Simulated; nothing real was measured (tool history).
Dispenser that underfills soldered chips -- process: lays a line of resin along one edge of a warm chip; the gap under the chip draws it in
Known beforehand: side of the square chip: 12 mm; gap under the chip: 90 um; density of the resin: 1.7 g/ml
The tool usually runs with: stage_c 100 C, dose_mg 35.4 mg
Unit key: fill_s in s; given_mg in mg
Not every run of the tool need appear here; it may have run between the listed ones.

Run 1, hour 0.0: usual settings. Result: fill_s 44.1 s, given_mg 34.29 mg.
Run 2, hour 8.7: usual settings. Result: fill_s 56.1 s, given_mg 34.31 mg.
At hour 11.2: new syringe of resin.
Run 3, hour 17.2: usual settings. Result: fill_s 50.4 s, given_mg 34.20 mg.
At hour 22.1: new syringe of resin.
Run 4, hour 24.2: usual settings but dose_mg 36.5 mg. Result: fill_s 45.7 s, given_mg 35.18 mg.
Run 5, hour 30.5: usual settings but dose_mg 36.5 mg. Result: fill_s 56.1 s, given_mg 35.16 mg.
At hour 33.6: new syringe of resin.
Run 6, hour 35.0: usual settings but dose_mg 36.5 mg. Result: fill_s 44.7 s, given_mg 35.17 mg.
Run 7, hour 39.8: usual settings but dose_mg 36.0 mg. Result: fill_s 52.4 s, given_mg 34.68 mg.
At hour 44.9: new syringe of resin.
Run 8, hour 47.8: usual settings but dose_mg 36.0 mg. Result: fill_s 48.2 s, given_mg 34.68 mg.
At hour 55.9: new syringe of resin.
Run 9, hour 56.9: usual settings but dose_mg 36.0 mg. Result: fill_s 44.7 s, given_mg 34.53 mg.
Run 10, hour 63.0: usual settings but dose_mg 36.0 mg. Result: fill_s 54.4 s, given_mg 34.38 mg.
At hour 64.8: dispensing valve cleaned and set on the balance.
At hour 68.2: new syringe of resin.
Run 11, hour 73.4: usual settings but dose_mg 36.0 mg. Result: fill_s 50.2 s, given_mg 35.92 mg.
At hour 79.5: new syringe of resin.
Run 12, hour 80.4: usual settings but stage_c 108 C. Result: fill_s 31.1 s, given_mg 35.29 mg.
Run 13, hour 86.5: usual settings but stage_c 108 C. Result: fill_s 37.2 s, given_mg 35.36 mg.
At hour 90.4: new syringe of resin.
Run 14, hour 90.7: usual settings. Result: fill_s 44.8 s, given_mg 35.05 mg.
Run 15, hour 96.1: usual settings. Result: fill_s 52.7 s, given_mg 35.02 mg.
At hour 101.4: new syringe of resin.
Run 16, hour 104.1: usual settings. Result: fill_s 47.7 s, given_mg 35.11 mg.
Run 17, hour 110.6: usual settings. Result: fill_s 57.3 s, given_mg 34.97 mg.
At hour 112.7: new syringe of resin.
Run 18, hour 117.7: usual settings. Result: fill_s 50.2 s, given_mg 35.08 mg.
Run 19, hour 122.4: usual settings. Result: fill_s 59.3 s, given_mg 34.92 mg.
At hour 123.9: new syringe of resin.
Run 20, hour 128.8: usual settings but stage_c 106 C, dose_mg 35.6 mg. Result: fill_s 38.9 s, given_mg 35.21 mg.
At hour 134.9: new syringe of resin.
Run 21, hour 138.2: usual settings but dose_mg 35.7 mg. Result: fill_s 48.2 s, given_mg 35.14 mg.
Run 22, hour 144.9: usual settings but dose_mg 35.7 mg. Result: fill_s 60.1 s, given_mg 34.99 mg.
At hour 146.1: new syringe of resin.
Run 23, hour 152.8: usual settings but stage_c 106 C, dose_mg 43.9 mg. Result: fill_s 40.4 s, given_mg 43.14 mg.
At hour 157.4: new syringe of resin.
Run 24, hour 159.9: usual settings but stage_c 106 C, dose_mg 43.9 mg. Result: fill_s 35.6 s, given_mg 43.08 mg.
Run 25, hour 165.8: usual settings but stage_c 110 C, dose_mg 34.9 mg. Result: fill_s 37.1 s, given_mg 34.21 mg.
At hour 168.5: new syringe of resin.
Run 26, hour 172.5: usual settings but stage_c 110 C, dose_mg 34.9 mg. Result: fill_s 32.0 s, given_mg 34.08 mg.
Run 27, hour 177.1: usual settings but stage_c 110 C, dose_mg 37.1 mg. Result: fill_s 36.3 s, given_mg 36.24 mg.
At hour 179.5: new syringe of resin.
Run 28, hour 184.5: usual settings but stage_c 87 C, dose_mg 36.4 mg. Result: fill_s 92.2 s, given_mg 35.54 mg.
At hour 190.6: new syringe of resin.
Run 29, hour 193.2: usual settings but stage_c 98 C, dose_mg 45.8 mg. Result: fill_s 51.7 s, given_mg 44.45 mg.
Run 30, hour 199.3: usual settings but stage_c 98 C, dose_mg 45.8 mg. Result: fill_s 62.8 s, given_mg 44.40 mg.
At hour 201.7: new syringe of resin.
Run 31, hour 205.3: usual settings but stage_c 98 C, dose_mg 45.8 mg. Result: fill_s 52.4 s, given_mg 44.54 mg.
Run 32, hour 209.9: usual settings but stage_c 105 C, dose_mg 30.5 mg. Result: fill_s 46.6 s, given_mg 29.51 mg.
At hour 213.0: new syringe of resin.
Run 33, hour 214.9: usual settings but stage_c 105 C, dose_mg 30.5 mg. Result: fill_s 39.7 s, given_mg 29.57 mg.
Run 34, hour 219.1: usual settings but stage_c 105 C, dose_mg 41.8 mg. Result: fill_s 42.5 s, given_mg 40.42 mg.

Here are 5 independent what-if runs from the current tool condition. What would each one return?
Run A, hour 223.3: usual settings but stage_c 106 C, dose_mg 34.9 mg. Result: fill_s ?, given_mg ?.
Run B, hour 223.3: usual settings but dose_mg 33.9 mg. Result: fill_s ?, given_mg ?.
Run C, hour 223.3: usual settings but dose_mg 45.4 mg. Result: fill_s ?, given_mg ?.
Run D, hour 223.3: usual settings but stage_c 88 C, dose_mg 33.7 mg. Result: fill_s ?, given_mg ?.
Run E, hour 223.3: usual settings but stage_c 109 C, dose_mg 41.8 mg. Result: fill_s ?, given_mg ?.

run  fill_s  given_mg
  A    47.3     33.50
  B    61.3     32.64
  C    60.0     43.82
  D   106.8     32.54
  E    40.9     40.37
Take away the tool's hidden state, keep each run's random variation, and the runs would have read:
run  fill_s  given_mg
  A    31.1     34.70
  B    39.9     33.80
  C    39.4     45.39
  D    69.3     33.70
  E    26.9     41.81
